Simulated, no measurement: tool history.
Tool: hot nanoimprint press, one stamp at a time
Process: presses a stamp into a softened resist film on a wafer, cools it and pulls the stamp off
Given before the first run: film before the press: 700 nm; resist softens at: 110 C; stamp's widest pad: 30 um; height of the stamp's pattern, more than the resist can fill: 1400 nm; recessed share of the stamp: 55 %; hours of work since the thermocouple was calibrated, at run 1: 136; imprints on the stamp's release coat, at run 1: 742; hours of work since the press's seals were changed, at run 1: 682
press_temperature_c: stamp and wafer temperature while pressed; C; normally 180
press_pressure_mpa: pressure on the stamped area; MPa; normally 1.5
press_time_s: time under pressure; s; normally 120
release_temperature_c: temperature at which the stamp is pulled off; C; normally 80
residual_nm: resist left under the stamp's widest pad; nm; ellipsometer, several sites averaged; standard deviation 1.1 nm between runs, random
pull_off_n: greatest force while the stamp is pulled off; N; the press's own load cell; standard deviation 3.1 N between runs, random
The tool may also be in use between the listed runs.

run   hour  press_temperature_c  press_pressure_mpa  press_time_s  release_temperature_c  hours of work since the thermocouple was calibrated  imprints on the stamp's release coat  hours of work since the press's seals were changed  residual_nm  pull_off_n
  1      0                  180                 1.5           120                     80                                                  136                                   742                                                 682        284.7         165
  2     22                  180                 1.5           120                     80                                                  152                                   857                                                 699          286         167
  3   40.7                  180                 1.5           120                     80                                                  167                                   955                                                 713        284.1         175
  4   60.5                  180                 1.5           120                     80                                                  182                                  1059                                                 728          283         178
  5   76.3                  180                 1.5           120                     69                                                  194                                  1142                                                 740          284         208
  6  104.2                  180                 1.9           120                     80                                                  215                                  1289                                                 761        252.2         187
  7  133.3                  180                 1.9            99                     68                                                  237                                  1441                                                 783        272.7         214
  8  158.9                  188                 1.5           120                     72                                                  256                                  1576                                                 802        210.8         212
     164.6  -- plate thermocouple calibrated
  9  180.8                  188                 1.5           120                     73                                                   12                                  1675                                                 817        210.5         207
     195.3  -- stamp cleaned and given a new release coat
 10  209.6                  188                 1.5           120                     73                                                   30                                    75                                                 834        209.3         160
 11  234.5                  188                 1.5           120                     73                                                   48                                   205                                                 853          209         160

For some of the steps in residual_nm from one run to the next: how much would appear even if the tool had no hidden state, given the settings, what came in and random variation, and how much remains for the hidden state plus any gauge scatter that the measured result and the result without hidden state don't share?
The tool's hidden condition here consists of: true temperature over the reading, C; pressure that arrives at the usual setting, %; grip of the stamp's worn release coat, % over a new coat's; drift of the gauge itself on residual_nm, %; drift of the gauge itself on pull_off_n, %.
Run 7 -> 8: press_temperature_c 180 -> 188, press_pressure_mpa 1.9 -> 1.5, press_time_s 99 -> 120, release_temperature_c 68 -> 72. residual_nm -61.9 nm: hidden state +0.5, all else -62.4.
Run 8 -> 9: release_temperature_c 72 -> 73, plate thermocouple calibrated. residual_nm -0.3 nm: hidden state -2.3, all else +2.
